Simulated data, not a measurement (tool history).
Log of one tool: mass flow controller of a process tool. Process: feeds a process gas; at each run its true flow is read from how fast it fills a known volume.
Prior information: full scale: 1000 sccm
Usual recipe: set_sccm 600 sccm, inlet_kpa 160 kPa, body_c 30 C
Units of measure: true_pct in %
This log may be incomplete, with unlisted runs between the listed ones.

run    hour  set_sccm  inlet_kpa  body_c  true_pct
  1     0.0       600        160      30     99.07
  2    44.8       600        160      30     99.12
  3   133.1       600        160      30     99.28
  4   204.7       600        160      30     99.19
  5   267.3       600        171      30     99.27
  6   356.9       600        171      30     99.46
  7   410.8       600        160      30     99.59
  8   480.6       600        160      27     99.75
  9   525.7       600        160      27     99.83
 10   571.4       600        160      30     99.47
 11   610.8       600        160      30     99.60
 12   655.3       600        160      30     99.60
 13   724.6       600        160      30     99.65
 14   767.4       600        160      25    100.04
 15   850.5       600        160      25     99.93
 16   900.7       600        249      30     99.54
 17   946.0       600        249      30     99.48
 18  1017.2       600        249      30     99.53
 19  1092.8       600        198      30     99.84
 20  1144.3       600        198      30     99.86
 21  1224.7       600        198      30     99.93
 22  1288.8       600        198      30    100.00
 23  1379.3       600        198      30    100.00
 24  1470.9       600        198      30    100.17
 25  1543.0       330        171      27     99.89
 26  1631.1       526        181      30    100.19
 27  1695.2       611        241      30    100.14
 28  1749.1       863        233      31    100.64
 29  1815.9       109        233      31     99.22
 30  1900.5       109        233      31     99.39
 31  1975.0       368        160      30    100.12
 32  2032.7       368        198      20    100.71
 33  2071.2       378        149      31    100.40
 34  2131.4       350        231      30    100.08
 35  2213.3       350        231      30    100.13
 36  2259.0       350        168      30    100.37
 37  2297.9       600        259      28    100.80
     2328.0  -- gauge calibrated
 38  2348.8       600        144      23     99.59
 39  2425.9       600        144      23     99.67
 40  2472.2       600        144      23     99.70
 41  2510.8       600        144      23     99.74
 42  2601.5       506        141      40     98.64
 43  2685.0       356        240      30     98.53
 44  2737.6       356        240      30     98.66
 45  2821.0       617        207      34     99.03
 46  2902.1       799        254      27     99.81
 47  2945.2       134        176      23     99.07
 48  3000.2       749        178      31     99.81

How would selected steps in true_pct from run to run divide? Give the signed amount a tool lacking its hidden state would still show from settings, what came in and random variation, and the signed amount left for the hidden state, including any gauge scatter that is not in both of the compared results.
What the log doesn't record here: flow at rest that the sensor doesn't see, % of full scale; true flow over the shown one, %; drift of the gauge itself on true_pct, %.
Run 5 -> 6: no setting changed, nothing entered. true_pct +0.19 %: hidden state +0.08, all else +0.11.
Run 28 -> 29: set_sccm 863 -> 109. true_pct -1.42 %: hidden state +0.05, all else -1.47.
Run 34 -> 35: no setting changed, nothing entered. true_pct +0.05 %: hidden state +0.08, all else -0.03.
Run 37 -> 38: inlet_kpa 259 -> 144, body_c 28 -> 23, gauge calibrated. true_pct -1.21 %: hidden state -1.79, all else +0.58.
Run 41 -> 42: set_sccm 600 -> 506, inlet_kpa 144 -> 141, body_c 23 -> 40. true_pct -1.10 %: hidden state +0.07, all else -1.17.
